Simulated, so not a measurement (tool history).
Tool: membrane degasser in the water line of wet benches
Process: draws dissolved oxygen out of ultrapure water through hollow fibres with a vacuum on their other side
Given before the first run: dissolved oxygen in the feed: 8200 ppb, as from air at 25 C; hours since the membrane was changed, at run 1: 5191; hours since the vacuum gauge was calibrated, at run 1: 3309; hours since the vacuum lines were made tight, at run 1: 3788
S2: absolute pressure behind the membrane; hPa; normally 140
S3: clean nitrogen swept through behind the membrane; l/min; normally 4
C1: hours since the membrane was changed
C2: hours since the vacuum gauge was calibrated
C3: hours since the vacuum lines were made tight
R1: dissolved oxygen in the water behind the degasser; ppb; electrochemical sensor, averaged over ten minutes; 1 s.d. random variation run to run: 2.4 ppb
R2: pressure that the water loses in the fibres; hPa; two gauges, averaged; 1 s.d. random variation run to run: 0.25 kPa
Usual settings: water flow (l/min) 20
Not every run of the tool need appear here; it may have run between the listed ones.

Run 1, day 0: usual settings; C1 5191; C2 3309; C3 3788. Result: R1 241.7 ppb, R2 654.8 hPa.
Run 2, day 3.008: usual settings; C1 5263; C2 3381; C3 3860. Result: R1 240.6 ppb, R2 651 hPa.
Run 3, day 8.467: usual settings but S2 278 hPa; C1 5394; C2 3512; C3 3991. Result: R1 402.2 ppb, R2 645.5 hPa.
Run 4, day 14.121: usual settings but water flow (l/min) 17, S2 278 hPa; C1 5530; C2 3648; C3 4127. Result: R1 306.8 ppb, R2 553.3 hPa.
Run 5, day 19.838: usual settings; C1 5667; C2 3785; C3 4264. Result: R1 244.7 ppb, R2 654.5 hPa.
Run 6, day 24.792: usual settings but S3 7.26 l/min; C1 5786; C2 3904; C3 4383. Result: R1 187 ppb, R2 651.3 hPa.
Run 7, day 29.288: usual settings but S3 2.28 l/min; C1 5894; C2 4012; C3 4491. Result: R1 329.9 ppb, R2 651.9 hPa.
Run 8, day 35.025: usual settings but S3 2.28 l/min; C1 6031; C2 4150; C3 4628. Result: R1 331.9 ppb, R2 654.8 hPa.
At day 35.7: vacuum gauge calibrated.
Run 9, day 39.088: usual settings but S3 2.28 l/min; C1 6128; C2 81; C3 4725. Result: R1 325.5 ppb, R2 651.2 hPa.
Run 10, day 42.288: usual settings; C1 6205; C2 158; C3 4802. Result: R1 236.8 ppb, R2 648.3 hPa.
Run 11, day 47.95: usual settings; C1 6341; C2 294; C3 4938. Result: R1 245.6 ppb, R2 652.3 hPa.
Run 12, day 52.312: usual settings; C1 6446; C2 399; C3 5043. Result: R1 239.2 ppb, R2 654.2 hPa.
Run 13, day 57.833: usual settings but water flow (l/min) 14; C1 6578; C2 531; C3 5175. Result: R1 114.7 ppb, R2 455.3 hPa.
Run 14, day 63.079: usual settings but water flow (l/min) 14; C1 6704; C2 657; C3 5301. Result: R1 115.7 ppb, R2 457.3 hPa.
At day 66.204: seals of the vacuum lines changed.
Run 15, day 68.246: usual settings but water flow (l/min) 14; C1 6826; C2 779; C3 49. Result: R1 114.7 ppb, R2 458.3 hPa.
Run 16, day 73.492: usual settings but water flow (l/min) 14; C1 6952; C2 905; C3 175. Result: R1 115.1 ppb, R2 458 hPa.
Run 17, day 77.633: usual settings but water flow (l/min) 32, S2 218 hPa; C1 7052; C2 1004; C3 274. Result: R1 800.4 ppb, R2 1041.5 hPa.
Run 18, day 81.325: usual settings but water flow (l/min) 32, S2 218 hPa; C1 7140; C2 1093; C3 363. Result: R1 803.2 ppb, R2 1041.9 hPa.
Run 19, day 87.121: usual settings but water flow (l/min) 32, S2 218 hPa; C1 7279; C2 1232; C3 502. Result: R1 800.9 ppb, R2 1046.9 hPa.
Run 20, day 90.758: usual settings but water flow (l/min) 28, S2 100 hPa, S3 6.28 l/min; C1 7367; C2 1319; C3 589. Result: R1 419.1 ppb, R2 911.8 hPa.
Run 21, day 94.988: usual settings but water flow (l/min) 19, S2 100 hPa, S3 6.28 l/min; C1 7468; C2 1421; C3 691. Result: R1 145.1 ppb, R2 617.4 hPa.
Run 22, day 100.208: usual settings but water flow (l/min) 21, S2 329 hPa, S3 3.02 l/min; C1 7593; C2 1546; C3 816. Result: R1 594.6 ppb, R2 680.9 hPa.
Run 23, day 103.021: usual settings but water flow (l/min) 16, S2 138 hPa, S3 10.46 l/min; C1 7661; C2 1614; C3 884. Result: R1 83.8 ppb, R2 521.8 hPa.
Run 24, day 106.175: usual settings but water flow (l/min) 16, S2 138 hPa, S3 10.46 l/min; C1 7737; C2 1689; C3 959. Result: R1 84.5 ppb, R2 519.9 hPa.
Run 25, day 108.854: usual settings but water flow (l/min) 16, S2 226 hPa, S3 10.46 l/min; C1 7801; C2 1754; C3 1024. Result: R1 117.4 ppb, R2 520.3 hPa.
Run 26, day 114.808: usual settings but water flow (l/min) 23, S2 93 hPa, S3 4.59 l/min; C1 7944; C2 1897; C3 1166. Result: R1 260.8 ppb, R2 747.8 hPa.
Run 27, day 117.896: usual settings but water flow (l/min) 16, S2 114 hPa, S3 5.35 l/min; C1 8018; C2 1971; C3 1241. Result: R1 106.9 ppb, R2 523.7 hPa.
Run 28, day 122.529: usual settings but water flow (l/min) 24, S2 221 hPa; C1 8129; C2 2082; C3 1352. Result: R1 478.8 ppb, R2 781 hPa.
Run 29, day 127.25: usual settings but water flow (l/min) 22, S2 170 hPa, S3 7.81 l/min; C1 8242; C2 2195; C3 1465. Result: R1 254.8 ppb, R2 716.8 hPa.
Run 30, day 132.3: usual settings but S3 10.51 l/min; C1 8364; C2 2316; C3 1586. Result: R1 165.3 ppb, R2 655.3 hPa.
Run 31, day 137.85: usual settings but S3 10.51 l/min; C1 8497; C2 2450; C3 1720. Result: R1 169.7 ppb, R2 652.3 hPa.

Here are 3 independent what-if runs from the current tool condition. What would each one return?
Run A, day 142.492: usual settings but water flow (l/min) 21, S2 148 hPa, S3 9.92 l/min; C1 8608; C2 2561; C3 1831. Result: R1 ?, R2 ?.
Run B, day 142.492: usual settings but S2 147 hPa; C1 8608; C2 2561; C3 1831. Result: R1 ?, R2 ?.
Run C, day 142.492: usual settings but water flow (l/min) 18, S2 127 hPa; C1 8608; C2 2561; C3 1831. Result: R1 ?, R2 ?.

run     R1     R2
  A  199.6  682.2
  B  247.3  652.2
  C  177.5  588.2
Take away the tool's hidden state, keep each run's random variation, and the runs would have read:
run     R1     R2
  A  199.3  681.9
  B  247.1  651.9
  C  177.3  587.9

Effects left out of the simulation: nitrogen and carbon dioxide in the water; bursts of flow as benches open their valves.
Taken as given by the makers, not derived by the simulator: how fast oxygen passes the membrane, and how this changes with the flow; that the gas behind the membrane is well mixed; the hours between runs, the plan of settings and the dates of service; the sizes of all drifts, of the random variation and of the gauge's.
